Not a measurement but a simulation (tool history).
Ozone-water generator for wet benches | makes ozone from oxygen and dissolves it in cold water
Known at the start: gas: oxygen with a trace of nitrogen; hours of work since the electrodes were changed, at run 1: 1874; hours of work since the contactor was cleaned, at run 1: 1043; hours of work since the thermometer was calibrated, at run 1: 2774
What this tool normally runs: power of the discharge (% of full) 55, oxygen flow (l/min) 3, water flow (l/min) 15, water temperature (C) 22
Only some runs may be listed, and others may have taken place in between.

| run | hour | power of the discharge (% of full) | oxygen flow (l/min) | water flow (l/min) | water temperature (C) | hours of work since the electrodes were changed | hours of work since the contactor was cleaned | hours of work since the thermometer was calibrated | dissolved ozone (ppm) | ozone in the gas ahead of the water (g/m3) |
|---|---|---|---|---|---|---|---|---|---|---|
| 1 | 0 | 55 | 3 | 15 | 22 | 1874 | 1043 | 2774 | 12 | 133.9 |
| 2 | 43.8 | 55 | 3 | 15 | 22 | 1906 | 1074 | 2805 | 12 | 134.4 |
| 3 | 107 | 55 | 3.46 | 15 | 22 | 1951 | 1119 | 2850 | 11.6 | 122.2 |
| 4 | 174.7 | 55 | 3.46 | 15 | 22 | 1999 | 1167 | 2898 | 11.6 | 121.1 |
| 5 | 208.8 | 55 | 3 | 15 | 22 | 2023 | 1192 | 2922 | 12 | 132.6 |
| 6 | 264.4 | 50 | 3 | 15 | 22 | 2063 | 1231 | 2962 | 10.9 | 122.1 |
| 7 | 306.7 | 55 | 3.36 | 15 | 22 | 2093 | 1261 | 2992 | 11.9 | 124.4 |
| 8 | 356.1 | 55 | 3 | 15 | 22 | 2128 | 1296 | 3027 | 11.7 | 134.8 |
| 9 | 423.2 | 55 | 3 | 15 | 22 | 2176 | 1344 | 3075 | 11.7 | 133.3 |
| 10 | 457.5 | 55 | 3 | 15 | 22 | 2200 | 1369 | 3099 | 11.8 | 133.9 |
| 11 | 509.1 | 55 | 3 | 15 | 22 | 2237 | 1405 | 3136 | 11.9 | 133.9 |
| 12 | 538.7 | 55 | 3 | 15 | 22 | 2258 | 1427 | 3157 | 12.1 | 134.3 |
| 13 | 594.1 | 55 | 3 | 15 | 22 | 2298 | 1466 | 3197 | 11.8 | 133.2 |
| 14 | 621.9 | 55 | 3 | 15 | 22 | 2317 | 1486 | 3217 | 11.8 | 134.2 |
| 15 | 686.4 | 55 | 3 | 15 | 22 | 2363 | 1532 | 3262 | 11.7 | 133.8 |
| 16 | 715.4 | 55 | 3 | 15 | 22 | 2384 | 1552 | 3283 | 11.7 | 133.9 |
| 17 | 743.3 | 55 | 3 | 15 | 22 | 2404 | 1572 | 3303 | 11.8 | 132.1 |
| 18 | 780.6 | 77 | 3.73 | 12 | 18 | 2430 | 1599 | 3330 | 19.3 | 154.1 |
| 19 | 836 | 77 | 3.73 | 12 | 18 | 2470 | 1638 | 3369 | 18.9 | 150.5 |
| 20 | 890.9 | 77 | 3.73 | 12 | 18 | 2509 | 1677 | 3408 | 19 | 152.1 |
| 21 | 957.6 | 77 | 3.73 | 12 | 18 | 2556 | 1725 | 3456 | 19 | 152.1 |
|  | 980.7 | water thermometer calibrated |
| 22 | 1017 | 54 | 3.73 | 11 | 20 | 2598 | 1767 | 26 | 14.3 | 112.3 |
| 23 | 1079.1 | 54 | 3.73 | 11 | 20 | 2643 | 1811 | 70 | 14.3 | 112.6 |
| 24 | 1117.7 | 54 | 3.73 | 11 | 20 | 2670 | 1839 | 98 | 14.5 | 114.7 |
| 25 | 1186.2 | 95 | 3.45 | 13 | 28 | 2719 | 1887 | 146 | 18.5 | 191.7 |
| 26 | 1222 | 84 | 2.66 | 15 | 22 | 2744 | 1913 | 172 | 17.1 | 207 |
| 27 | 1251.5 | 47 | 3 | 15 | 22 | 2765 | 1934 | 193 | 10.2 | 115.8 |
| 28 | 1317.5 | 55 | 3 | 19 | 22 | 2812 | 1981 | 240 | 9.8 | 131.8 |
| 29 | 1358.4 | 55 | 3 | 19 | 22 | 2842 | 2010 | 269 | 9.7 | 133.7 |
| 30 | 1424.4 | 45 | 4.79 | 19 | 20 | 2889 | 2057 | 316 | 7.8 | 81.4 |
| 31 | 1467.7 | 83 | 4.79 | 13 | 20 | 2919 | 2088 | 347 | 17.3 | 137.3 |
| 32 | 1505.6 | 75 | 2.74 | 15 | 29 | 2946 | 2115 | 374 | 14 | 183 |

Alternative continuations, all from the tool just after run 32; predict every row:
| A | 1558.4 | 75 | 2.74 | 15 | 14 | 2984 | 2152 | 411 | ? | ? |
| B | 1558.4 | 55 | 3.26 | 14 | 15 | 2984 | 2152 | 411 | ? | ? |
| C | 1558.4 | 75 | 1.94 | 10 | 18 | 2984 | 2152 | 411 | ? | ? |

| run | dissolved ozone (ppm) | ozone in the gas ahead of the water (g/m3) |
|---|---|---|
| A | 16.8 | 182 |
| B | 13.4 | 125.3 |
| C | 22.9 | 233.3 |
With no hidden state in the tool, these same runs would have given:
| run | dissolved ozone (ppm) | ozone in the gas ahead of the water (g/m3) |
|---|---|---|
| A | 18.1 | 193.8 |
| B | 14.2 | 131.3 |
| C | 24.5 | 248.5 |

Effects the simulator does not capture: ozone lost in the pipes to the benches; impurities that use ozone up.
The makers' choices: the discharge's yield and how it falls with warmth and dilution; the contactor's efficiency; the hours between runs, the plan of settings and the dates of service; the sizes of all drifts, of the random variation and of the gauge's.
